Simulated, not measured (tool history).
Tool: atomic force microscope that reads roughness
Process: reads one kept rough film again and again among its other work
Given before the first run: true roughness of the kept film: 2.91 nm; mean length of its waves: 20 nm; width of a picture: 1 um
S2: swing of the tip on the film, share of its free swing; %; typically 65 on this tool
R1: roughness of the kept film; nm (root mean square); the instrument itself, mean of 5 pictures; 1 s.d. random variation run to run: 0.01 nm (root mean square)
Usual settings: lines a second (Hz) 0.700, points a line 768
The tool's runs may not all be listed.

Run 1, hour 0.0: usual settings. Result: R1 2.012 nm (root mean square).
At hour 46.9: new tip fitted.
Run 2, hour 53.5: usual settings. Result: R1 2.313 nm (root mean square).
Run 3, hour 91.3: usual settings but points a line 646. Result: R1 2.165 nm (root mean square).
Run 4, hour 120.2: usual settings but points a line 646. Result: R1 2.083 nm (root mean square).
Run 5, hour 168.8: usual settings but points a line 646. Result: R1 1.971 nm (root mean square).
At hour 192.8: new tip fitted.
Run 6, hour 194.9: usual settings but points a line 848. Result: R1 2.336 nm (root mean square).
Run 7, hour 226.1: usual settings but points a line 848. Result: R1 2.231 nm (root mean square).
Run 8, hour 252.8: usual settings but points a line 848. Result: R1 2.151 nm (root mean square).
Run 9, hour 297.9: usual settings but points a line 848. Result: R1 2.013 nm (root mean square).
At hour 338.3: new tip fitted.
Run 10, hour 353.2: usual settings but points a line 848. Result: R1 2.285 nm (root mean square).
Run 11, hour 384.5: usual settings but points a line 848. Result: R1 2.196 nm (root mean square).
Run 12, hour 409.7: usual settings but lines a second (Hz) 1.573. Result: R1 2.080 nm (root mean square).
Run 13, hour 441.6: usual settings but lines a second (Hz) 1.573. Result: R1 1.981 nm (root mean square).
Run 14, hour 472.4: usual settings but lines a second (Hz) 1.573. Result: R1 1.897 nm (root mean square).
At hour 484.9: new tip fitted.
Run 15, hour 516.2: usual settings but lines a second (Hz) 1.573. Result: R1 2.200 nm (root mean square).
Run 16, hour 573.4: usual settings but lines a second (Hz) 1.573. Result: R1 2.030 nm (root mean square).
Run 17, hour 609.5: usual settings. Result: R1 1.994 nm (root mean square).
At hour 630.6: new tip fitted.
Run 18, hour 657.8: usual settings but points a line 405. Result: R1 2.196 nm (root mean square).
Run 19, hour 684.3: usual settings but S2 64 %. Result: R1 2.144 nm (root mean square).
Run 20, hour 722.4: usual settings. Result: R1 2.031 nm (root mean square).
At hour 778.1: new tip fitted.
Run 21, hour 780.3: usual settings. Result: R1 2.291 nm (root mean square).
Run 22, hour 834.3: usual settings. Result: R1 2.120 nm (root mean square).
Run 23, hour 872.9: usual settings but lines a second (Hz) 0.554, S2 73 %, points a line 391. Result: R1 2.006 nm (root mean square).
Run 24, hour 912.9: usual settings but lines a second (Hz) 0.554, S2 76 %, points a line 391. Result: R1 1.884 nm (root mean square).
At hour 926.6: new tip fitted.
Run 25, hour 945.3: usual settings but lines a second (Hz) 2.994, points a line 273. Result: R1 2.100 nm (root mean square).
Run 26, hour 994.7: usual settings but lines a second (Hz) 2.994, points a line 273. Result: R1 1.960 nm (root mean square).

What will run 27 give?
Run 27, hour 1038.4: usual settings but lines a second (Hz) 2.714, S2 71 %, points a line 534. Result: R1 ?.

Run 27 gave R1 1.863 nm (root mean square).
If the tool had no hidden condition, the same run with the same run-to-run variation would have returned R1 2.237 nm (root mean square).

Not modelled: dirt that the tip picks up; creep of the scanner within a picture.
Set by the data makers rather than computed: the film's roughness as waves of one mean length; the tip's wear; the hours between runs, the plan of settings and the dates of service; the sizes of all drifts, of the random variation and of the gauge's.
